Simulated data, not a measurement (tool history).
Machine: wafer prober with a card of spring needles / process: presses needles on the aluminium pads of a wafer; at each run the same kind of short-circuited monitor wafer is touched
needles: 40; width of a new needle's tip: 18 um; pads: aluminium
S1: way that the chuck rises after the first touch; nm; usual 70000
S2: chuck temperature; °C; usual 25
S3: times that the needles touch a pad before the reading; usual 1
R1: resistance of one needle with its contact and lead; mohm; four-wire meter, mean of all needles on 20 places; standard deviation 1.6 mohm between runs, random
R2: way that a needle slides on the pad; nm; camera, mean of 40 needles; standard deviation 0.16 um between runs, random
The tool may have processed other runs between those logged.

Run 1, hour 0.0: usual settings. Result: R1 212 mohm, R2 14280 nm.
At hour 4.8: tips cleaned on abrasive film.
At hour 12.8: tips cleaned on abrasive film.
At hour 19.2: tips cleaned on abrasive film.
At hour 27.1: tips cleaned on abrasive film.
At hour 33.5: tips cleaned on abrasive film.
At hour 41.5: tips cleaned on abrasive film.
Run 2, hour 42.4: usual settings. Result: R1 185 mohm, R2 14250 nm.
At hour 48.7: tips cleaned on abrasive film.
At hour 56.7: tips cleaned on abrasive film.
At hour 64.7: tips cleaned on abrasive film.
At hour 72.6: tips cleaned on abrasive film.
Run 3, hour 74.4: usual settings. Result: R1 207 mohm, R2 14250 nm.
At hour 79.2: tips cleaned on abrasive film.
At hour 85.6: tips cleaned on abrasive film.
At hour 93.6: tips cleaned on abrasive film.
At hour 101.5: tips cleaned on abrasive film.
At hour 107.9: tips cleaned on abrasive film.
At hour 115.9: tips cleaned on abrasive film.
Run 4, hour 120.6: usual settings. Result: R1 238 mohm, R2 14310 nm.
At hour 123.8: tips cleaned on abrasive film.
At hour 130.2: tips cleaned on abrasive film.
At hour 138.2: tips cleaned on abrasive film.
At hour 146.1: tips cleaned on abrasive film.
At hour 152.5: tips cleaned on abrasive film.
At hour 158.9: tips cleaned on abrasive film.
At hour 166.9: tips cleaned on abrasive film.
Run 5, hour 167.3: usual settings. Result: R1 180 mohm, R2 14650 nm.
At hour 173.7: tips cleaned on abrasive film.
At hour 180.1: tips cleaned on abrasive film.
At hour 186.5: tips cleaned on abrasive film.
At hour 194.4: tips cleaned on abrasive film.
Run 6, hour 200.0: usual settings but S1 57000 nm. Result: R1 303 mohm, R2 11250 nm.
At hour 201.7: tips cleaned on abrasive film.
At hour 208.1: tips cleaned on abrasive film.
At hour 214.5: tips cleaned on abrasive film.
At hour 222.4: tips cleaned on abrasive film.
At hour 224.3: height of the first contact set anew.
At hour 230.7: tips cleaned on abrasive film.
At hour 238.7: tips cleaned on abrasive film.
At hour 246.6: tips cleaned on abrasive film.
Run 7, hour 247.4: usual settings. Result: R1 179 mohm, R2 15360 nm.
At hour 253.8: tips cleaned on abrasive film.
At hour 260.1: tips cleaned on abrasive film.
At hour 268.1: tips cleaned on abrasive film.
At hour 274.5: tips cleaned on abrasive film.
At hour 282.5: tips cleaned on abrasive film.
At hour 290.4: tips cleaned on abrasive film.
Run 8, hour 291.6: usual settings. Result: R1 185 mohm, R2 15560 nm.
At hour 298.0: tips cleaned on abrasive film.
At hour 306.0: tips cleaned on abrasive film.
At hour 312.3: tips cleaned on abrasive film.
At hour 318.7: tips cleaned on abrasive film.
At hour 326.7: tips cleaned on abrasive film.
At hour 334.5: tips cleaned on abrasive film.
Run 9, hour 334.5: usual settings. Result: R1 176 mohm, R2 15150 nm.
At hour 340.9: tips cleaned on abrasive film.
At hour 348.9: tips cleaned on abrasive film.
At hour 356.8: tips cleaned on abrasive film.
At hour 364.8: tips cleaned on abrasive film.
At hour 371.2: tips cleaned on abrasive film.
At hour 377.6: tips cleaned on abrasive film.
Run 10, hour 380.6: usual settings but S2 32 °C. Result: R1 226 mohm, R2 15000 nm.
At hour 385.5: tips cleaned on abrasive film.
At hour 393.4: tips cleaned on abrasive film.
At hour 401.4: tips cleaned on abrasive film.
At hour 407.8: tips cleaned on abrasive film.
At hour 414.2: tips cleaned on abrasive film.
Run 11, hour 416.8: usual settings. Result: R1 205 mohm, R2 14900 nm.
At hour 421.6: tips cleaned on abrasive film.
At hour 429.5: tips cleaned on abrasive film.
At hour 435.9: tips cleaned on abrasive film.
At hour 442.3: tips cleaned on abrasive film.
At hour 450.3: tips cleaned on abrasive film.
At hour 458.3: tips cleaned on abrasive film.
Run 12, hour 463.0: usual settings. Result: R1 247 mohm, R2 14850 nm.
At hour 464.8: tips cleaned on abrasive film.
At hour 471.2: tips cleaned on abrasive film.
At hour 479.1: tips cleaned on abrasive film.
At hour 485.5: tips cleaned on abrasive film.
At hour 493.5: tips cleaned on abrasive film.
At hour 499.9: tips cleaned on abrasive film.
Run 13, hour 501.9: usual settings but S2 53 °C. Result: R1 207 mohm, R2 14850 nm.
At hour 506.7: tips cleaned on abrasive film.
At hour 514.6: tips cleaned on abrasive film.
At hour 521.0: tips cleaned on abrasive film.
At hour 529.0: tips cleaned on abrasive film.
At hour 535.4: tips cleaned on abrasive film.
At hour 541.8: tips cleaned on abrasive film.
Run 14, hour 545.7: usual settings but S2 108 °C. Result: R1 249 mohm, R2 14720 nm.
At hour 549.0: tips cleaned on abrasive film.
At hour 555.4: tips cleaned on abrasive film.
At hour 561.8: tips cleaned on abrasive film.
At hour 569.7: tips cleaned on abrasive film.
Run 15, hour 573.1: usual settings but S1 88000 nm, S2 90 °C, S3 2. Result: R1 197 mohm, R2 18310 nm.
At hour 576.3: tips cleaned on abrasive film.
At hour 584.3: tips cleaned on abrasive film.
At hour 590.7: tips cleaned on abrasive film.
At hour 598.6: tips cleaned on abrasive film.
At hour 606.6: tips cleaned on abrasive film.
At hour 614.5: tips cleaned on abrasive film.
Run 16, hour 616.5: usual settings but S1 87000 nm. Result: R1 190 mohm, R2 18020 nm.
At hour 621.3: tips cleaned on abrasive film.
At hour 627.7: tips cleaned on abrasive film.
At hour 635.7: tips cleaned on abrasive film.
Run 17, hour 639.2: usual settings but S1 67000 nm, S2 93 °C, S3 3. Result: R1 205 mohm, R2 13690 nm.
At hour 642.5: tips cleaned on abrasive film.
At hour 648.9: tips cleaned on abrasive film.
At hour 655.3: tips cleaned on abrasive film.
At hour 663.2: tips cleaned on abrasive film.
Run 18, hour 668.0: usual settings but S1 56000 nm, S2 109 °C, S3 3. Result: R1 237 mohm, R2 11140 nm.
At hour 669.7: tips cleaned on abrasive film.
At hour 676.1: tips cleaned on abrasive film.
At hour 684.1: tips cleaned on abrasive film.
At hour 692.0: tips cleaned on abrasive film.
At hour 698.4: tips cleaned on abrasive film.
At hour 706.4: tips cleaned on abrasive film.
Run 19, hour 712.4: usual settings but S1 77000 nm, S2 109 °C, S3 3. Result: R1 206 mohm, R2 15650 nm.
At hour 714.1: tips cleaned on abrasive film.
At hour 722.1: tips cleaned on abrasive film.
At hour 728.4: tips cleaned on abrasive film.
At hour 734.8: tips cleaned on abrasive film.
At hour 741.2: tips cleaned on abrasive film.
At hour 749.2: tips cleaned on abrasive film.
Run 20, hour 754.2: usual settings but S1 54000 nm, S3 2. Result: R1 283 mohm, R2 10310 nm.
At hour 755.9: tips cleaned on abrasive film.
At hour 760.9: height of the first contact set anew.
At hour 764.2: tips cleaned on abrasive film.
At hour 770.6: tips cleaned on abrasive film.
At hour 778.5: tips cleaned on abrasive film.
Run 21, hour 778.6: usual settings but S1 54000 nm, S3 2. Result: R1 178 mohm, R2 11990 nm.
At hour 785.0: tips cleaned on abrasive film.
At hour 791.4: tips cleaned on abrasive film.
At hour 799.4: tips cleaned on abrasive film.
At hour 805.8: tips cleaned on abrasive film.
At hour 813.7: tips cleaned on abrasive film.
At hour 820.1: tips cleaned on abrasive film.
Run 22, hour 825.7: usual settings but S1 64000 nm, S2 96 °C, S3 2. Result: R1 240 mohm, R2 14020 nm.
At hour 827.3: tips cleaned on abrasive film.
At hour 833.7: tips cleaned on abrasive film.
At hour 840.1: tips cleaned on abrasive film.
Run 23, hour 845.7: usual settings but S1 81000 nm, S2 38 °C. Result: R1 240 mohm, R2 17670 nm.
At hour 847.4: tips cleaned on abrasive film.
At hour 853.8: tips cleaned on abrasive film.
At hour 860.2: tips cleaned on abrasive film.
At hour 868.1: tips cleaned on abrasive film.
At hour 874.5: tips cleaned on abrasive film.
Run 24, hour 876.1: usual settings but S1 81000 nm, S2 38 °C. Result: R1 193 mohm, R2 17600 nm.
At hour 880.9: tips cleaned on abrasive film.
At hour 888.9: tips cleaned on abrasive film.
At hour 895.8: tips cleaned on abrasive film.
Run 25, hour 895.8: usual settings but S1 60000 nm, S2 36 °C, S3 3. Result: R1 175 mohm, R2 12970 nm.

3 options for the next run, each taken on its own from the tool as it stands now. Forecast them:
At hour 903.7: tips cleaned on abrasive film.
At hour 911.7: tips cleaned on abrasive film.
At hour 918.9: tips cleaned on abrasive film.
Run A, hour 918.9: usual settings but S1 86000 nm, S2 27 °C, S3 3. Result: R1 ?, R2 ?.
At hour 903.7: tips cleaned on abrasive film.
At hour 911.7: tips cleaned on abrasive film.
At hour 918.9: tips cleaned on abrasive film.
Run B, hour 918.9: usual settings but S1 84000 nm, S2 33 °C, S3 3. Result: R1 ?, R2 ?.
At hour 903.7: tips cleaned on abrasive film.
At hour 911.7: tips cleaned on abrasive film.
At hour 918.9: tips cleaned on abrasive film.
Run C, hour 918.9: usual settings but S1 81000 nm. Result: R1 ?, R2 ?.

run   R1     R2
  A  163  18710
  B  164  18310
  C  165  17500
The same runs, with their run-to-run variation unchanged, on a tool lacking any hidden condition would have given:
run   R1     R2
  A  157  19240
  B  158  18850
  C  155  18030

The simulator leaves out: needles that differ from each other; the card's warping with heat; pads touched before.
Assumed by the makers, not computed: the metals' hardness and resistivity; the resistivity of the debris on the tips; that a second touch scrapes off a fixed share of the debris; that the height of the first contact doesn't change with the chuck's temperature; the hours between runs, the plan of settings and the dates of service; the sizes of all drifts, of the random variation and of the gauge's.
